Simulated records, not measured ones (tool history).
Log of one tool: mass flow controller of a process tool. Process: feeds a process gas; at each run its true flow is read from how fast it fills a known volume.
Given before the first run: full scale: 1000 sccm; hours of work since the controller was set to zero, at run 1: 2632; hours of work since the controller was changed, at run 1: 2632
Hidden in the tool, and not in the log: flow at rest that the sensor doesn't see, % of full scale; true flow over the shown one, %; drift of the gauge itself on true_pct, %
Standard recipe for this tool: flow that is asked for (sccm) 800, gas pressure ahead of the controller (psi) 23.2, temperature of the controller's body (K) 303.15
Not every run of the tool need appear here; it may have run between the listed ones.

run	hour	flow that is asked for (sccm)	gas pressure ahead of the controller (psi)	temperature of the controller's body (K)	hours of work since the controller was set to zero	hours of work since the controller was changed	true flow (%)
1	0	800	23.2	303.15	2632	2632	99.46
2	227.9	800	23.2	309.15	2759	2759	99.92
3	407.4	800	23.2	309.15	2858	2858	99.9
4	575.6	800	23.2	302.15	2952	2952	99.41
# hour 594.4: controller's zero set anew
5	727.8	800	23.2	302.15	74	3037	99.58
6	900.7	800	38.7	303.15	171	3133	100.01
# hour 976.7: controller's zero set anew, once more
7	1091.4	800	23.2	303.15	64	3239	98.39
8	1272.5	800	23.2	303.15	165	3340	98.47
9	1478.7	800	27	311.15	280	3454	99
10	1695.4	126	27.6	309.15	400	3575	97.59
11	1827.4	126	27.6	309.15	474	3649	97.54
12	2029	733	38.7	303.15	586	3761	98.25
13	2171.6	733	38.7	303.15	665	3840	98.35
14	2421.3	203	24.5	303.15	804	3979	97.21
15	2567	968	24.5	303.15	885	4060	98.91

The same runs without the tool's hidden state, with the same run-to-run variation:
run	true flow (%)
1	99.66
2	100.13
3	100.13
4	99.64
5	99.4
6	99.83
7	99.59
8	99.67
9	100.22
10	97.98
11	97.81
12	99.49
13	99.6
14	97.67
15	100.27

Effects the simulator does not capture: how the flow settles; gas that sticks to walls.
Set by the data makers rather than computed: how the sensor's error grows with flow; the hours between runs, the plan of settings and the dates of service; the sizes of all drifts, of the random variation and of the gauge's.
